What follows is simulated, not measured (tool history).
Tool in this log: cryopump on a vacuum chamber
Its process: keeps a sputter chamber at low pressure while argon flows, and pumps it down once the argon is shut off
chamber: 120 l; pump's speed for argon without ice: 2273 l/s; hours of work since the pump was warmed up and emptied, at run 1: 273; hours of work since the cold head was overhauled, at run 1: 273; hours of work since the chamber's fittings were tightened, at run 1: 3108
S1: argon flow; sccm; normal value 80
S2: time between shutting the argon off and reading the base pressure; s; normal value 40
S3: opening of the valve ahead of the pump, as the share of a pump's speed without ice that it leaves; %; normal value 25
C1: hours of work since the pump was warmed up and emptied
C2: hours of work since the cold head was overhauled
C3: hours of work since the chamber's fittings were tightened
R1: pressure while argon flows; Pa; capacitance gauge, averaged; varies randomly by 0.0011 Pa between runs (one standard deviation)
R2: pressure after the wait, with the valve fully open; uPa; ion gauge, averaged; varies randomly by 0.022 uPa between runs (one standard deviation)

{"run": 1, "hour": 0.0, "S1": 80, "S2": 40, "S3": 25, "C1": 273, "C2": 273, "C3": 3108, "R1": 0.2447, "R2": 1.66}
{"run": 2, "hour": 30.8, "S1": 39, "S2": 40, "S3": 25, "C1": 293, "C2": 293, "C3": 3129, "R1": 0.1187, "R2": 1.74}
{"run": 3, "hour": 57.3, "S1": 80, "S2": 40, "S3": 25, "C1": 311, "C2": 311, "C3": 3147, "R1": 0.2452, "R2": 1.72}
{"run": 4, "hour": 77.0, "S1": 111, "S2": 40, "S3": 25, "C1": 324, "C2": 324, "C3": 3160, "R1": 0.338, "R2": 1.69}
{"run": 5, "hour": 95.1, "S1": 111, "S2": 40, "S3": 25, "C1": 337, "C2": 337, "C3": 3172, "R1": 0.3432, "R2": 1.74}
{"run": 6, "hour": 118.2, "S1": 80, "S2": 40, "S3": 25, "C1": 352, "C2": 352, "C3": 3188, "R1": 0.2444, "R2": 1.79}
{"run": 7, "hour": 154.2, "S1": 80, "S2": 40, "S3": 25, "C1": 376, "C2": 376, "C3": 3212, "R1": 0.2462, "R2": 1.75}
{"hour": 174.2, "done": "leaking fittings of the chamber tightened, without venting"}
{"run": 8, "hour": 188.9, "S1": 38, "S2": 77, "S3": 35, "C1": 398, "C2": 398, "C3": 10, "R1": 0.0845, "R2": 0.46}
{"run": 9, "hour": 219.4, "S1": 38, "S2": 77, "S3": 35, "C1": 419, "C2": 419, "C3": 30, "R1": 0.0846, "R2": 0.48}
{"run": 10, "hour": 251.5, "S1": 68, "S2": 132, "S3": 55, "C1": 440, "C2": 440, "C3": 52, "R1": 0.0998, "R2": 0.36}
{"run": 11, "hour": 278.4, "S1": 68, "S2": 132, "S3": 55, "C1": 459, "C2": 459, "C3": 70, "R1": 0.1009, "R2": 0.37}
{"run": 12, "hour": 305.5, "S1": 138, "S2": 40, "S3": 29, "C1": 477, "C2": 477, "C3": 88, "R1": 0.371, "R2": 0.72}
{"run": 13, "hour": 342.4, "S1": 138, "S2": 211, "S3": 23, "C1": 502, "C2": 502, "C3": 113, "R1": 0.4675, "R2": 0.32}

Measured result minus the same run's result without the hidden state. Both carry the same run-to-run variation, though not necessarily the same gauge scatter:
Hidden conditions of the tool in this case: pump's speed, % of a pump's without ice; cold plate's temperature, K; leak into the chamber, uPa l/s; drift of the gauge itself on working_pa, %; drift of the gauge itself on base_upa, %.
run=1 R1=+0.0061 R2=+1.01
run=2 R1=+0.0032 R2=+1.05
run=3 R1=+0.0069 R2=+1.05
run=4 R1=+0.0097 R2=+1.06
run=5 R1=+0.0103 R2=+1.07
run=6 R1=+0.0077 R2=+1.09
run=7 R1=+0.0082 R2=+1.1
run=8 R1=+0.0041 R2=+0.05
run=9 R1=+0.0043 R2=+0.06
run=10 R1=+0.0081 R2=+0.06
run=11 R1=+0.0085 R2=+0.07
run=12 R1=+0.0178 R2=+0.08
run=13 R1=+0.0189 R2=+0.09

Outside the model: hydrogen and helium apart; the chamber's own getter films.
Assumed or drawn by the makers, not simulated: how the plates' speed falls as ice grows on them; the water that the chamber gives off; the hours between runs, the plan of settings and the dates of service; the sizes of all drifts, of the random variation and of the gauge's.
